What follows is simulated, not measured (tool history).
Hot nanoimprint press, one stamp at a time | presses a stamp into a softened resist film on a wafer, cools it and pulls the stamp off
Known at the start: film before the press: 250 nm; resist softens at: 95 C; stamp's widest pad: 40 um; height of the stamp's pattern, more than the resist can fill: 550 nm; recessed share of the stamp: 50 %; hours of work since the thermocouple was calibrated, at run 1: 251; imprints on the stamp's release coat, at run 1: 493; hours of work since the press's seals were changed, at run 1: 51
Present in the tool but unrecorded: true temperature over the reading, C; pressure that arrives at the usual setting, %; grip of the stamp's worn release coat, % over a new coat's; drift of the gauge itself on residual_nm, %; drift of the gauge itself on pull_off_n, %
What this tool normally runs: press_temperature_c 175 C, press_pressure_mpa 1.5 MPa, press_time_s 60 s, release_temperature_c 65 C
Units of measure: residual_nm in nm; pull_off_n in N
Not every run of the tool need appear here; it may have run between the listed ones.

run,hour,press_temperature_c,press_pressure_mpa,press_time_s,release_temperature_c,hours of work since the thermocouple was calibrated,imprints on the stamp's release coat,hours of work since the press's seals were changed,residual_nm,pull_off_n
1,0,175,1.5,60,65,251,493,51,108.8,208
2,15.2,175,1.5,60,65,262,575,63,108.8,219
3,27.7,175,1.5,60,65,272,643,73,108.7,211
4,40,175,1.76,60,65,282,710,82,101.8,217
5,51.7,175,1.5,60,65,291,773,91,108.9,223
6,63.1,175,1.5,60,65,300,835,100,109,224
7,72,175,1.5,60,65,307,883,107,109.4,232
8,80.4,175,1.5,60,66,313,929,113,108.7,223
9,89.4,175,1.5,60,66,320,978,120,108.6,223
10,104.3,175,1.5,60,66,332,1059,132,109.6,243
11,116.7,175,1.5,60,66,341,1126,142,109.9,232
12,131.9,175,1.5,60,66,353,1209,153,110.1,232
13,142.5,175,1.5,60,66,361,1266,162,110.2,237
14,157.8,168,1.31,84,67,373,1349,174,123.7,240
15,176,168,1.31,84,67,387,1448,188,124.8,233
16,194.5,168,1.31,74,67,402,1549,202,130.7,241
17,211.5,168,1.31,50,67,415,1641,215,148.5,247
18,219.9,168,2.38,50,67,421,1686,222,120.1,243
# hour 228.2: plate thermocouple calibrated
19,235.1,182,0.93,53,65,5,1753,231,113.4,254
20,248.3,182,0.93,53,65,16,1824,241,114.3,246
21,262.5,175,1.37,60,65,27,1901,252,110.6,251
22,276.6,170,1.37,34,54,38,1978,263,153.8,272
23,287.9,170,1.37,34,54,46,2039,272,153.4,280
# hour 308.9: stamp cleaned and given a new release coat
24,312,170,1.53,34,54,60,16,286,148.4,211
25,329.8,170,1.53,34,54,74,113,300,148,212
26,347.3,170,1.53,34,54,88,208,314,148.4,219

5 ways to go on from here, each from the tool as it stands after run 26. What would each give?
A,359.2,175,1.5,108,65,97,272,323,?,?
B,359.2,175,1.5,45,73,97,272,323,?,?
C,359.2,175,1.53,45,60,97,272,323,?,?
D,359.2,170,1.14,34,65,97,272,323,?,?
E,359.2,180,1.53,58,53,97,272,323,?,?

run,residual_nm,pull_off_n
A,84.1,210
B,120.3,189
C,120.1,215
D,163,208
E,94.3,216
The same runs, with their run-to-run variation unchanged, on a tool lacking any hidden condition would have given:
run,residual_nm,pull_off_n
A,83.1,201
B,119.2,181
C,119,206
D,161.8,200
E,93.3,207

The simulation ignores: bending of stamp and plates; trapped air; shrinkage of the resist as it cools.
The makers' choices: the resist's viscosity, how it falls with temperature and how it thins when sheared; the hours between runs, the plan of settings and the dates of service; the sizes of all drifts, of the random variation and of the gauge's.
